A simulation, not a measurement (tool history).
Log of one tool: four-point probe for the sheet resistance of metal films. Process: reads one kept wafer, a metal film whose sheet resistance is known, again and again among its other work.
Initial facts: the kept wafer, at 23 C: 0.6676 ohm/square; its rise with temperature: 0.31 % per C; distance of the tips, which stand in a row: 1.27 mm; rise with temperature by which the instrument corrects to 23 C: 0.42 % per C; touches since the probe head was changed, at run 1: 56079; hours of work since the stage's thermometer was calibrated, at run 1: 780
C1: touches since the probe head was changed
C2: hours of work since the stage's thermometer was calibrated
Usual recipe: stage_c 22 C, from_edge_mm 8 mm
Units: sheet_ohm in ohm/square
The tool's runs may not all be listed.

run 1 day=0.000 | stage_c=22 from_edge_mm=8 | C1=56079 C2=780 | sheet_ohm=0.678669
run 2 day=0.879 | stage_c=22 from_edge_mm=8 | C1=56797 C2=795 | sheet_ohm=0.678891
run 3 day=2.933 | stage_c=22 from_edge_mm=8 | C1=58476 C2=831 | sheet_ohm=0.678923
run 4 day=4.150 | stage_c=31 from_edge_mm=8 | C1=59473 C2=852 | sheet_ohm=0.672476
run 5 day=5.417 | stage_c=31 from_edge_mm=8 | C1=60506 C2=873 | sheet_ohm=0.672375
run 6 day=6.850 | stage_c=31 from_edge_mm=8 | C1=61680 C2=898 | sheet_ohm=0.672224
run 7 day=8.929 | stage_c=19 from_edge_mm=8 | C1=63378 C2=934 | sheet_ohm=0.681280
run 8 day=10.229 | stage_c=19 from_edge_mm=8 | C1=64440 C2=956 | sheet_ohm=0.681139
run 9 day=11.488 | stage_c=23 from_edge_mm=8 | C1=65471 C2=978 | sheet_ohm=0.678430
run 10 day=12.862 | stage_c=23 from_edge_mm=8 | C1=66596 C2=1002 | sheet_ohm=0.678299
run 11 day=14.896 | stage_c=23 from_edge_mm=8 | C1=68257 C2=1037 | sheet_ohm=0.678346
run 12 day=15.808 | stage_c=23 from_edge_mm=8 | C1=69003 C2=1052 | sheet_ohm=0.678326
run 13 day=17.608 | stage_c=23 from_edge_mm=8 | C1=70475 C2=1083 | sheet_ohm=0.678431
run 14 day=19.317 | stage_c=22 from_edge_mm=8 | C1=71871 C2=1113 | sheet_ohm=0.679234
run 15 day=20.179 | stage_c=22 from_edge_mm=8 | C1=72577 C2=1128 | sheet_ohm=0.678920
run 16 day=21.454 | stage_c=22 from_edge_mm=8 | C1=73619 C2=1150 | sheet_ohm=0.679281
run 17 day=23.242 | stage_c=22 from_edge_mm=8 | C1=75079 C2=1180 | sheet_ohm=0.679423
run 18 day=24.588 | stage_c=22 from_edge_mm=8 | C1=76181 C2=1204 | sheet_ohm=0.679252
run 19 day=26.512 | stage_c=22 from_edge_mm=8 | C1=77755 C2=1237 | sheet_ohm=0.679209
run 20 day=27.804 | stage_c=22 from_edge_mm=8 | C1=78809 C2=1259 | sheet_ohm=0.679524
run 21 day=29.221 | stage_c=22 from_edge_mm=42 | C1=79969 C2=1283 | sheet_ohm=0.670938
run 22 day=30.346 | stage_c=22 from_edge_mm=42 | C1=80886 C2=1303 | sheet_ohm=0.670723
run 23 day=31.325 | stage_c=22 from_edge_mm=42 | C1=81688 C2=1320 | sheet_ohm=0.670629
run 24 day=32.542 | stage_c=22 from_edge_mm=4 | C1=82683 C2=1341 | sheet_ohm=0.704879
run 25 day=34.146 | stage_c=25 from_edge_mm=7 | C1=83994 C2=1368 | sheet_ohm=0.679857
run 26 day=35.829 | stage_c=23 from_edge_mm=7 | C1=85370 C2=1397 | sheet_ohm=0.681361
run 27 day=37.875 | stage_c=22 from_edge_mm=8 | C1=87042 C2=1432 | sheet_ohm=0.679384
run 28 day=38.750 | stage_c=26 from_edge_mm=9 | C1=87758 C2=1447 | sheet_ohm=0.674751
run 29 day=40.579 | stage_c=26 from_edge_mm=9 | C1=89253 C2=1479 | sheet_ohm=0.674567
run 30 day=42.371 | stage_c=26 from_edge_mm=9 | C1=90718 C2=1510 | sheet_ohm=0.674767
run 31 day=43.642 | stage_c=22 from_edge_mm=9 | C1=91757 C2=1532 | sheet_ohm=0.677612
run 32 day=45.317 | stage_c=22 from_edge_mm=9 | C1=93127 C2=1561 | sheet_ohm=0.677538
run 33 day=46.200 | stage_c=22 from_edge_mm=13 | C1=93848 C2=1576 | sheet_ohm=0.674047
run 34 day=48.167 | stage_c=35 from_edge_mm=41 | C1=95458 C2=1610 | sheet_ohm=0.661763
run 35 day=50.254 | stage_c=19 from_edge_mm=31 | C1=97163 C2=1646 | sheet_ohm=0.673581
run 36 day=51.554 | stage_c=23 from_edge_mm=8 | C1=98227 C2=1668 | sheet_ohm=0.679023
run 37 day=53.683 | stage_c=24 from_edge_mm=14 | C1=99966 C2=1705 | sheet_ohm=0.672112
run 38 day=55.812 | stage_c=24 from_edge_mm=14 | C1=101709 C2=1741 | sheet_ohm=0.672311
run 39 day=57.083 | stage_c=22 from_edge_mm=35 | C1=102748 C2=1763 | sheet_ohm=0.671222
run 40 day=58.625 | stage_c=27 from_edge_mm=14 | C1=104006 C2=1790 | sheet_ohm=0.670083
run 41 day=59.758 | stage_c=27 from_edge_mm=14 | C1=104934 C2=1809 | sheet_ohm=0.670105
run 42 day=61.338 | stage_c=19 from_edge_mm=26 | C1=106225 C2=1837 | sheet_ohm=0.673728
run 43 day=62.875 | stage_c=29 from_edge_mm=13 | C1=107481 C2=1863 | sheet_ohm=0.669078
run 44 day=64.329 | stage_c=25 from_edge_mm=13 | C1=108671 C2=1888 | sheet_ohm=0.671845

3 options for the next run, each taken on its own from the tool as it stands now. Forecast them:
run A day=66.138 | stage_c=26 from_edge_mm=5 | C1=110149 C2=1919 | sheet_ohm=?
run B day=66.138 | stage_c=25 from_edge_mm=4 | C1=110149 C2=1919 | sheet_ohm=?
run C day=66.138 | stage_c=19 from_edge_mm=3 | C1=110149 C2=1919 | sheet_ohm=?

run=A sheet_ohm=0.690373
run=B sheet_ohm=0.703036
run=C sheet_ohm=0.732047
Take away the tool's hidden state, keep each run's random variation, and the runs would have read:
run=A sheet_ohm=0.687750
run=B sheet_ohm=0.700373
run=C sheet_ohm=0.729302
